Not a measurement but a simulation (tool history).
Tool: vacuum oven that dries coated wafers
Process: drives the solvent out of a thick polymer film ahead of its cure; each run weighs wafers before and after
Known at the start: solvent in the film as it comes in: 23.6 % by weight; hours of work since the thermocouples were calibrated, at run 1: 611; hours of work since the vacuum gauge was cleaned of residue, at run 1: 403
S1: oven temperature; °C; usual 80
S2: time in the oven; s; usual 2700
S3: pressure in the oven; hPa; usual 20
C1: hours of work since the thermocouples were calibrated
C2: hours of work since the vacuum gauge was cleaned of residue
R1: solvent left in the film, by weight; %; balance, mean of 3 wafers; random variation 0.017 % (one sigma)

Run 1, hour 0: usual settings; C1 611; C2 403. Result: R1 3.48 %.
Run 2, hour 13.1: usual settings but S2 3300 s; C1 621; C2 412. Result: R1 2.56 %.
Run 3, hour 19.6: usual settings but S2 3300 s; C1 625; C2 417. Result: R1 2.54 %.
Run 4, hour 33.9: usual settings but S2 3300 s; C1 636; C2 427. Result: R1 2.53 %.
Run 5, hour 46.7: usual settings but S2 3300 s, S3 15 hPa; C1 645; C2 436. Result: R1 2.39 %.
Run 6, hour 60.5: usual settings but S2 3300 s, S3 16.2 hPa; C1 655; C2 446. Result: R1 2.43 %.
Run 7, hour 68.6: usual settings but S2 3300 s, S3 16.2 hPa; C1 661; C2 452. Result: R1 2.44 %.
Run 8, hour 80.9: usual settings but S2 3300 s, S3 16.2 hPa; C1 670; C2 461. Result: R1 2.42 %.
At hour 84.2: oven's thermocouples calibrated.
Run 9, hour 93.7: usual settings but S2 3300 s, S3 16.2 hPa; C1 7; C2 469. Result: R1 2.56 %.
Run 10, hour 102.5: usual settings but S2 3240 s, S3 35.6 hPa; C1 13; C2 475. Result: R1 3.23 %.
Run 11, hour 115: usual settings but S2 3240 s, S3 35.6 hPa; C1 22; C2 485. Result: R1 3.27 %.
At hour 128.7: oven's thermocouples calibrated, once more.
Run 12, hour 129.2: usual settings but S2 1920 s, S3 35.6 hPa; C1 0; C2 493. Result: R1 5.59 %.
Run 13, hour 141.5: usual settings but S1 92 °C, S2 1500 s; C1 9; C2 502. Result: R1 2.33 %.
Run 14, hour 154.6: usual settings but S1 72 °C, S2 2040 s, S3 11 hPa; C1 19; C2 512. Result: R1 8.12 %.

Forecast each of these 4 alternatives for the next run:
Run A, hour 161.3: usual settings but S3 72.1 hPa; C1 24; C2 517. Result: R1 ?.
Run B, hour 161.3: usual settings but S2 4320 s, S3 31.7 hPa; C1 24; C2 517. Result: R1 ?.
Run C, hour 161.3: usual settings but S1 69 °C; C1 24; C2 517. Result: R1 ?.
Run D, hour 161.3: usual settings but S1 94 °C, S2 4500 s, S3 36 hPa; C1 24; C2 517. Result: R1 ?.

run    R1
  A  4.81
  B  1.86
  C  7.99
  D  0.77
Without the tool's hidden state the same runs would have given:
run    R1
  A  4.93
  B   1.9
  C  8.14
  D  0.76

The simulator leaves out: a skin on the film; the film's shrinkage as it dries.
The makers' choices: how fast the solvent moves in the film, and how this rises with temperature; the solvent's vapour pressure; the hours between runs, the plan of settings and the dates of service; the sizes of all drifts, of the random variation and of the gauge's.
